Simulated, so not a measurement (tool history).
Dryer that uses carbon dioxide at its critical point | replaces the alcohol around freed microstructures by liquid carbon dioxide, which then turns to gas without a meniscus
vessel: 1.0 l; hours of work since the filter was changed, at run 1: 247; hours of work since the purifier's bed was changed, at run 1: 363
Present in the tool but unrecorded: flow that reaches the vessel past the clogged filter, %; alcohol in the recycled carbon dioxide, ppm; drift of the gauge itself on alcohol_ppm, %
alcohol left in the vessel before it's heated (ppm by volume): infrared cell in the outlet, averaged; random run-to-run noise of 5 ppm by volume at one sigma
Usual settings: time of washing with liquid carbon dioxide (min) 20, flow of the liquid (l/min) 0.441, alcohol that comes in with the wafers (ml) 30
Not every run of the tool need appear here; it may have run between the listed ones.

run,hour,time of washing with liquid carbon dioxide (min),flow of the liquid (l/min),alcohol that comes in with the wafers (ml),hours of work since the filter was changed,hours of work since the purifier's bed was changed,alcohol left in the vessel before it's heated (ppm by volume)
1,0.0,20,0.441,30,247,363,131
2,25.9,20,0.441,106,255,371,189
3,53.8,20,0.441,106,264,380,195
4,69.8,20,0.441,106,269,384,202
5,93.4,20,0.441,106,276,392,205
6,117.5,20,0.441,106,283,399,209
7,140.9,20,0.441,106,290,406,210
8,155.2,20,0.441,30,295,410,157
9,169.4,20,0.441,40,299,415,153
10,186.1,20,0.441,40,304,420,163
11,203.7,20,0.597,40,309,425,134
12,233.0,20,0.597,40,318,434,129
13,246.8,20,0.597,40,322,438,130
14,270.7,20,0.441,35,330,445,165
# hour 286.5: inlet filter changed
15,287.5,20,0.318,30,0,450,200
16,301.2,20,0.318,30,4,454,210
17,326.8,20,0.441,30,12,462,143
18,349.1,14,0.441,30,19,469,235
19,377.8,20,0.441,30,28,478,153
20,406.4,13,0.441,30,36,486,287
21,430.1,13,0.441,30,44,494,282
22,455.8,20,0.441,103,51,501,175
23,478.3,20,0.441,30,58,508,158
24,502.6,20,0.441,30,66,516,167
25,518.1,20,0.441,30,70,520,159
26,542.8,20,0.441,31,78,528,157
27,564.0,18,0.673,105,84,534,171
28,582.5,20,0.467,31,90,540,164

What will run 29 give?
29,595.3,20,0.441,67,94,544,?

alcohol left in the vessel before it's heated (ppm by volume): 184
On a tool with no hidden condition, and with the same random variation, this run would have come out at alcohol left in the vessel before it's heated (ppm by volume) 22.
